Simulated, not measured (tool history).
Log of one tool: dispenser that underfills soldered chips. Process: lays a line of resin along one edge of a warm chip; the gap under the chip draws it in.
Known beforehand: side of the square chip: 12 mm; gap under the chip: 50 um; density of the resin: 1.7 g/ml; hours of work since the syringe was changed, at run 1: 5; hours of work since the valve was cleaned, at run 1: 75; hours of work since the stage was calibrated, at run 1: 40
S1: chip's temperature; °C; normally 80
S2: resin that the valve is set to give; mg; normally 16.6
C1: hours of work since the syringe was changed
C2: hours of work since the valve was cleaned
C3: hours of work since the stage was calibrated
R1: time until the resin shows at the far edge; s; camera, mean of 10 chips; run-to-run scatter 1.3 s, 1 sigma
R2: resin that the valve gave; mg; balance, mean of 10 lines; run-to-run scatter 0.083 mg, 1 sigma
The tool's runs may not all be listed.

run 1 hour=0 | S1=80 S2=16.6 | C1=5 C2=75 C3=40 | R1=186.6 R2=15.84
run 2 hour=2.7 | S1=80 S2=16.6 | C1=6 C2=76 C3=42 | R1=212.6 R2=15.73
run 3 hour=6.3 | S1=80 S2=16.6 | C1=9 C2=79 C3=44 | R1=255.6 R2=15.75
-- hour=8.8 new syringe of resin
run 4 hour=12.3 | S1=80 S2=15.5 | C1=2 C2=83 C3=48 | R1=162.8 R2=14.71
run 5 hour=16.9 | S1=80 S2=15.5 | C1=5 C2=86 C3=51 | R1=199.6 R2=14.55
run 6 hour=22.9 | S1=93 S2=15.5 | C1=10 C2=90 C3=55 | R1=178.9 R2=14.64
-- hour=24.2 new syringe of resin
run 7 hour=27.1 | S1=93 S2=15.5 | C1=2 C2=93 C3=58 | R1=105.1 R2=14.5
-- hour=31.5 dispensing valve cleaned and set on the balance
run 8 hour=34.4 | S1=80 S2=14.8 | C1=6 C2=2 C3=62 | R1=210.3 R2=14.76
-- hour=40.6 new syringe of resin
run 9 hour=41.1 | S1=80 S2=16.6 | C1=0 C2=6 C3=67 | R1=134.5 R2=16.25
run 10 hour=45.8 | S1=80 S2=16.6 | C1=3 C2=9 C3=70 | R1=167.6 R2=16.44
run 11 hour=51.9 | S1=80 S2=16.6 | C1=8 C2=14 C3=74 | R1=232 R2=16.37
-- hour=55.7 new syringe of resin
run 12 hour=58.2 | S1=80 S2=16.6 | C1=2 C2=18 C3=78 | R1=146.1 R2=16.22
run 13 hour=64.3 | S1=80 S2=16.6 | C1=6 C2=22 C3=82 | R1=197.1 R2=16.29
run 14 hour=68.8 | S1=80 S2=16.6 | C1=9 C2=25 C3=85 | R1=245.9 R2=16.35
-- hour=70.9 new syringe of resin
run 15 hour=74.3 | S1=80 S2=16.6 | C1=2 C2=28 C3=89 | R1=154.5 R2=16.17
run 16 hour=79.1 | S1=80 S2=16.6 | C1=6 C2=31 C3=92 | R1=193.9 R2=16.19
run 17 hour=82.4 | S1=80 S2=16.6 | C1=8 C2=34 C3=94 | R1=225.8 R2=16.14
-- hour=86.3 new syringe of resin
run 18 hour=87.1 | S1=80 S2=16.6 | C1=1 C2=37 C3=97 | R1=137.1 R2=16.1
run 19 hour=91.6 | S1=80 S2=18.1 | C1=4 C2=40 C3=100 | R1=164.8 R2=17.51
run 20 hour=96.2 | S1=80 S2=18.1 | C1=7 C2=43 C3=103 | R1=209 R2=17.48
-- hour=101.6 new syringe of resin
run 21 hour=102.2 | S1=90 S2=17.3 | C1=0 C2=47 C3=107 | R1=96.5 R2=16.72
run 22 hour=106.4 | S1=87 S2=18.9 | C1=3 C2=50 C3=110 | R1=129.9 R2=18.23
run 23 hour=109.7 | S1=87 S2=18.9 | C1=6 C2=52 C3=112 | R1=152.9 R2=18.2
run 24 hour=114.9 | S1=67 S2=18.8 | C1=9 C2=55 C3=116 | R1=382.4 R2=18.05
-- hour=116.8 new syringe of resin
run 25 hour=118.8 | S1=82 S2=14.3 | C1=1 C2=58 C3=118 | R1=141.8 R2=13.76
run 26 hour=122.6 | S1=82 S2=14.3 | C1=4 C2=60 C3=121 | R1=171.1 R2=13.83
run 27 hour=128.5 | S1=82 S2=14.3 | C1=8 C2=64 C3=125 | R1=227.9 R2=13.59
-- hour=132.3 new syringe of resin
run 28 hour=132.3 | S1=82 S2=14.3 | C1=0 C2=67 C3=127 | R1=127.9 R2=13.51
run 29 hour=137.5 | S1=87 S2=18.5 | C1=4 C2=70 C3=131 | R1=128.3 R2=17.57
run 30 hour=142.7 | S1=87 S2=18.5 | C1=7 C2=74 C3=134 | R1=169.9 R2=17.32
-- hour=147.5 new syringe of resin
run 31 hour=147.8 | S1=87 S2=18.5 | C1=0 C2=77 C3=137 | R1=103.4 R2=17.36
run 32 hour=150.9 | S1=93 S2=18.5 | C1=2 C2=79 C3=139 | R1=98 R2=17.45
run 33 hour=155 | S1=93 S2=18.5 | C1=5 C2=82 C3=142 | R1=118.2 R2=17.35

Run 34 has not been measured yet. What should we expect?
run 34 hour=159.9 | S1=68 S2=14.2 | C1=8 C2=85 C3=145 | R1=? R2=?

{"run 34": {"R1": 379.4, "R2": 13.26}}
Minus the tool's unlogged condition, the same run would have read R1 208.1 s, R2 14.16 mg.

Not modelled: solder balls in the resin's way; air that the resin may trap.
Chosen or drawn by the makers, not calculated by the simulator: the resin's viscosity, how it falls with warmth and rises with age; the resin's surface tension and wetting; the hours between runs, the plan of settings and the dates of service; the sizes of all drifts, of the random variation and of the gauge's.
